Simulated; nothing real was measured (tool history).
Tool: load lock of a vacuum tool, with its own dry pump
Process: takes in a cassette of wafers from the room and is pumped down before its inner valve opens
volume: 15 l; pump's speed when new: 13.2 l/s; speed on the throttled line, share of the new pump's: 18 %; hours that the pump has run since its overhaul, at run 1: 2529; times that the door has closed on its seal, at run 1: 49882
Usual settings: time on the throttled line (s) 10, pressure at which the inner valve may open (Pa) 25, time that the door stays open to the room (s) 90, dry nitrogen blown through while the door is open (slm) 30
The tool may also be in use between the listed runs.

| run | day | time on the throttled line (s) | pressure at which the inner valve may open (Pa) | time that the door stays open to the room (s) | dry nitrogen blown through while the door is open (slm) | hours that the pump has run since its overhaul | times that the door has closed on its seal | incoming humidity of the room's air, % | time from the closed door until the inner valve may open (s) | rise of the pressure with all valves shut (Pa/min) |
|---|---|---|---|---|---|---|---|---|---|---|
| 1 | 0 | 10 | 25 | 90 | 30 | 2529 | 49882 | 43.5 | 18.1 | 0.381 |
| 2 | 9.617 | 10 | 25 | 90 | 30 | 2759 | 50577 | 44.9 | 18.3 | 0.396 |
| 3 | 21.304 | 10 | 25 | 90 | 30 | 3040 | 51421 | 46.8 | 18.2 | 0.401 |
| 4 | 39.008 | 10 | 39 | 90 | 30 | 3465 | 52700 | 46 | 17.5 | 0.415 |
| 5 | 48.633 | 10 | 22 | 90 | 30 | 3696 | 53396 | 45.4 | 18.6 | 0.43 |
| 6 | 63.892 | 10 | 22 | 90 | 30 | 4062 | 54498 | 44 | 18.5 | 0.449 |
| 7 | 77.867 | 10 | 25 | 38 | 30 | 4397 | 55508 | 46 | 18.7 | 0.45 |
| 8 | 92.821 | 10 | 25 | 38 | 30 | 4756 | 56588 | 45.5 | 18.4 | 0.459 |
| 9 | 106.962 | 10 | 25 | 38 | 30 | 5096 | 57609 | 45.2 | 18.7 | 0.468 |
| 10 | 123.671 | 10 | 25 | 38 | 30 | 5497 | 58816 | 43.7 | 18.6 | 0.494 |
| 11 | 139.179 | 10 | 25 | 38 | 30 | 5869 | 59937 | 46 | 19 | 0.512 |
| 12 | 150.567 | 10 | 25 | 38 | 30 | 6142 | 60760 | 45.2 | 18.8 | 0.514 |
| 13 | 168.246 | 10 | 25 | 38 | 30 | 6566 | 62037 | 43.4 | 19.2 | 0.522 |
|  | 177.104 | door's seal changed, seat wiped |
| 14 | 185.425 | 7 | 25 | 90 | 30 | 6977 | 601 | 42.1 | 16.4 | 0.021 |
| 15 | 196.983 | 7 | 25 | 90 | 30 | 7255 | 1436 | 43.9 | 16.6 | 0.031 |
| 16 | 206.058 | 10 | 25 | 90 | 11 | 7472 | 2092 | 45.1 | 19 | 0.041 |
| 17 | 218.108 | 10 | 21 | 90 | 30 | 7762 | 2962 | 43 | 19.2 | 0.034 |
| 18 | 231.325 | 10 | 34 | 90 | 30 | 8079 | 3917 | 47.1 | 18.8 | 0.032 |
| 19 | 244.004 | 10 | 25 | 220 | 30 | 8383 | 4833 | 43.9 | 19.5 | 0.047 |
| 20 | 260.788 | 10 | 25 | 220 | 30 | 8786 | 6046 | 45.9 | 19.7 | 0.051 |
| 21 | 277.4 | 10 | 25 | 220 | 30 | 9185 | 7246 | 42 | 19.2 | 0.059 |
| 22 | 290.05 | 8 | 25 | 114 | 30 | 9488 | 8160 | 43.6 | 18.1 | 0.049 |
| 23 | 301.979 | 8 | 25 | 114 | 30 | 9775 | 9021 | 46.8 | 17.9 | 0.058 |
| 24 | 320.583 | 10 | 25 | 90 | 14 | 10221 | 10366 | 46.3 | 19.9 | 0.068 |
| 25 | 329.888 | 10 | 45 | 90 | 19 | 10444 | 11038 | 45.1 | 19.2 | 0.071 |
| 26 | 349.183 | 6 | 25 | 175 | 7 | 10907 | 12432 | 45.9 | 16.9 | 0.113 |
| 27 | 360.579 | 6 | 25 | 175 | 7 | 11181 | 13255 | 45.5 | 17.1 | 0.111 |
|  | 362.108 | dry pump taken out, an overhauled one fitted |
| 28 | 374.038 | 6 | 25 | 29 | 20 | 286 | 14209 | 44.6 | 14.4 | 0.068 |
| 29 | 384.512 | 6 | 25 | 29 | 20 | 538 | 14966 | 46.5 | 14.7 | 0.08 |
| 30 | 395.183 | 10 | 25 | 28 | 30 | 794 | 15737 | 45.5 | 17.7 | 0.077 |
| 31 | 412.338 | 14 | 25 | 28 | 13 | 1205 | 16976 | 44.9 | 21.3 | 0.085 |
| 32 | 432.283 | 6 | 25 | 28 | 13 | 1684 | 18417 | 46 | 14.9 | 0.095 |
| 33 | 441.521 | 7 | 25 | 40 | 30 | 1906 | 19084 | 44.1 | 15.8 | 0.099 |
| 34 | 460.042 | 14 | 25 | 90 | 7 | 2350 | 20422 | 48.3 | 21.9 | 0.138 |
| 35 | 468.429 | 14 | 25 | 90 | 7 | 2552 | 21028 | 45.3 | 21.3 | 0.131 |
| 36 | 479.542 | 7 | 22 | 62 | 4 | 2818 | 21831 | 43 | 15.7 | 0.134 |
| 37 | 495.55 | 19 | 30 | 85 | 30 | 3203 | 22987 | 45.5 | 25.6 | 0.12 |

Forecast each of these 3 alternatives for the next run:
| A | 504.204 | 10 | 25 | 90 | 7 | 3410 | 23613 | 43.7 | ? | ? |
| B | 504.204 | 13 | 19 | 28 | 30 | 3410 | 23613 | 46.4 | ? | ? |
| C | 504.204 | 19 | 34 | 80 | 30 | 3410 | 23613 | 46.7 | ? | ? |

| run | time from the closed door until the inner valve may open (s) | rise of the pressure with all valves shut (Pa/min) |
|---|---|---|
| A | 18.5 | 0.15 |
| B | 21.5 | 0.122 |
| C | 25.2 | 0.128 |
Without the tool's hidden state the same runs would have given:
| run | time from the closed door until the inner valve may open (s) | rise of the pressure with all valves shut (Pa/min) |
|---|---|---|
| A | 17.9 | 0.044 |
| B | 20.9 | 0.017 |
| C | 24.7 | 0.024 |
